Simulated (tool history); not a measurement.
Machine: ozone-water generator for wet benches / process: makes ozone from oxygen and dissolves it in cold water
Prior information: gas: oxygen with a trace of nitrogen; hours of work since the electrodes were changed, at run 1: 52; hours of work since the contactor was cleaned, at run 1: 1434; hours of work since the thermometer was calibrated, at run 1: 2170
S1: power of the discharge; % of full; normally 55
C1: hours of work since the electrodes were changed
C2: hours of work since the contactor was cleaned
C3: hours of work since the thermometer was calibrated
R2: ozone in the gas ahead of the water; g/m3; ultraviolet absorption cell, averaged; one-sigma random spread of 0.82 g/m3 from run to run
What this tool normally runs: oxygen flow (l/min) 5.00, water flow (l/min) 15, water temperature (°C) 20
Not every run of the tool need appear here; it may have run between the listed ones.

Run 1, hour 0.0: usual settings; C1 52; C2 1434; C3 2170. Result: dissolved ozone (ppm) 11.4, R2 129.8 g/m3.
Run 2, hour 34.2: usual settings but water flow (l/min) 20; C1 84; C2 1466; C3 2202. Result: dissolved ozone (ppm) 9.1, R2 129.7 g/m3.
Run 3, hour 58.5: usual settings but S1 53 % of full; C1 107; C2 1489; C3 2225. Result: dissolved ozone (ppm) 11.0, R2 126.2 g/m3.
Run 4, hour 81.3: usual settings but S1 53 % of full; C1 128; C2 1510; C3 2246. Result: dissolved ozone (ppm) 11.2, R2 125.7 g/m3.
Run 5, hour 101.9: usual settings but oxygen flow (l/min) 3.63; C1 148; C2 1530; C3 2266. Result: dissolved ozone (ppm) 12.4, R2 160.5 g/m3.
Run 6, hour 128.9: usual settings but oxygen flow (l/min) 3.63; C1 173; C2 1555; C3 2291. Result: dissolved ozone (ppm) 12.2, R2 161.7 g/m3.
Run 7, hour 159.5: usual settings but water temperature (°C) 18; C1 202; C2 1584; C3 2320. Result: dissolved ozone (ppm) 11.8, R2 129.9 g/m3.
Run 8, hour 191.3: usual settings but S1 50 % of full, water temperature (°C) 18; C1 232; C2 1614; C3 2350. Result: dissolved ozone (ppm) 11.3, R2 118.1 g/m3.
Run 9, hour 209.2: usual settings but S1 65 % of full; C1 249; C2 1631; C3 2366. Result: dissolved ozone (ppm) 13.1, R2 147.3 g/m3.
Run 10, hour 229.9: usual settings but S1 65 % of full; C1 268; C2 1650; C3 2386. Result: dissolved ozone (ppm) 13.3, R2 146.7 g/m3.
At hour 236.1: contactor cleaned.
Run 11, hour 269.0: usual settings but S1 65 % of full; C1 301; C2 31; C3 2419. Result: dissolved ozone (ppm) 12.9, R2 145.6 g/m3.
Run 12, hour 301.9: usual settings but water temperature (°C) 13; C1 332; C2 62; C3 2450. Result: dissolved ozone (ppm) 12.6, R2 127.5 g/m3.
Run 13, hour 335.7: usual settings but water temperature (°C) 13; C1 364; C2 94; C3 2482. Result: dissolved ozone (ppm) 12.6, R2 128.8 g/m3.
At hour 350.2: contactor cleaned, once more.
Run 14, hour 361.0: usual settings but water temperature (°C) 13; C1 384; C2 10; C3 2502. Result: dissolved ozone (ppm) 13.5, R2 128.5 g/m3.
Run 15, hour 378.9: usual settings but oxygen flow (l/min) 3.63; C1 401; C2 27; C3 2518. Result: dissolved ozone (ppm) 12.5, R2 159.4 g/m3.
Run 16, hour 409.3: usual settings but S1 60 % of full, oxygen flow (l/min) 7.30, water flow (l/min) 21, water temperature (°C) 23; C1 429; C2 56; C3 2547. Result: dissolved ozone (ppm) 8.5, R2 105.9 g/m3.
Run 17, hour 434.9: usual settings but S1 71 % of full, oxygen flow (l/min) 2.84, water flow (l/min) 12, water temperature (°C) 15; C1 453; C2 80; C3 2571. Result: dissolved ozone (ppm) 19.9, R2 230.9 g/m3.
Run 18, hour 464.0: usual settings but S1 61 % of full, oxygen flow (l/min) 4.08, water flow (l/min) 20, water temperature (°C) 19; C1 481; C2 107; C3 2599. Result: dissolved ozone (ppm) 10.4, R2 160.9 g/m3.
Run 19, hour 496.3: usual settings but S1 61 % of full, oxygen flow (l/min) 4.08, water flow (l/min) 20, water temperature (°C) 19; C1 511; C2 137; C3 2629. Result: dissolved ozone (ppm) 10.2, R2 160.0 g/m3.
Run 20, hour 516.1: usual settings but water temperature (°C) 16; C1 530; C2 156; C3 2648. Result: dissolved ozone (ppm) 12.5, R2 128.4 g/m3.
Run 21, hour 552.6: usual settings but S1 44 % of full, oxygen flow (l/min) 6.95, water flow (l/min) 12, water temperature (°C) 21; C1 564; C2 190; C3 2682. Result: dissolved ozone (ppm) 10.4, R2 86.9 g/m3.
Run 22, hour 585.3: usual settings but S1 44 % of full, oxygen flow (l/min) 6.95, water flow (l/min) 12, water temperature (°C) 21; C1 595; C2 221; C3 2713. Result: dissolved ozone (ppm) 10.3, R2 86.7 g/m3.
Run 23, hour 606.5: usual settings but S1 44 % of full, oxygen flow (l/min) 6.95, water flow (l/min) 12, water temperature (°C) 21; C1 615; C2 241; C3 2733. Result: dissolved ozone (ppm) 10.3, R2 86.9 g/m3.
Run 24, hour 628.2: usual settings but S1 44 % of full, oxygen flow (l/min) 6.95, water flow (l/min) 12, water temperature (°C) 21; C1 635; C2 262; C3 2753. Result: dissolved ozone (ppm) 10.4, R2 86.0 g/m3.
Run 25, hour 666.0: usual settings but S1 44 % of full, oxygen flow (l/min) 6.95, water flow (l/min) 12, water temperature (°C) 21; C1 671; C2 297; C3 2789. Result: dissolved ozone (ppm) 10.3, R2 86.5 g/m3.
Run 26, hour 687.8: usual settings but S1 44 % of full, oxygen flow (l/min) 6.95, water flow (l/min) 12, water temperature (°C) 21; C1 691; C2 318; C3 2809. Result: dissolved ozone (ppm) 10.2, R2 86.2 g/m3.
Run 27, hour 715.1: usual settings but S1 44 % of full, oxygen flow (l/min) 3.91, water flow (l/min) 12, water temperature (°C) 21; C1 717; C2 343; C3 2835. Result: dissolved ozone (ppm) 12.0, R2 127.6 g/m3.
Run 28, hour 747.7: usual settings but S1 44 % of full, oxygen flow (l/min) 3.91, water flow (l/min) 12, water temperature (°C) 21; C1 748; C2 374; C3 2865. Result: dissolved ozone (ppm) 12.0, R2 128.7 g/m3.
Run 29, hour 770.7: usual settings but S1 44 % of full, oxygen flow (l/min) 4.00, water flow (l/min) 20; C1 769; C2 395; C3 2887. Result: dissolved ozone (ppm) 8.1, R2 125.3 g/m3.
Run 30, hour 801.0: usual settings but S1 46 % of full, oxygen flow (l/min) 2.64, water flow (l/min) 11; C1 798; C2 424; C3 2915. Result: dissolved ozone (ppm) 14.7, R2 170.4 g/m3.

Consider 3 possible next runs. They are alternatives, not a sequence: every one starts from the tool as it was left by run 30. What does each give?
Run A, hour 836.5: usual settings but S1 57 % of full, oxygen flow (l/min) 4.17, water flow (l/min) 10; C1 831; C2 457; C3 2949. Result: dissolved ozone (ppm) ?, R2 ?.
Run B, hour 836.5: usual settings but S1 86 % of full, oxygen flow (l/min) 2.64, water flow (l/min) 24, water temperature (°C) 25; C1 831; C2 457; C3 2949. Result: dissolved ozone (ppm) ?, R2 ?.
Run C, hour 836.5: usual settings but oxygen flow (l/min) 3.58, water flow (l/min) 21, water temperature (°C) 25; C1 831; C2 457; C3 2949. Result: dissolved ozone (ppm) ?, R2 ?.

run  dissolved ozone (ppm)     R2
  A                   16.8  149.6
  B                   10.6  273.1
  C                    8.4  160.7
The same runs, with their run-to-run variation unchanged, on a tool lacking any hidden condition would have given:
run  dissolved ozone (ppm)     R2
  A                   17.6  154.5
  B                   11.2  285.6
  C                    8.8  165.8
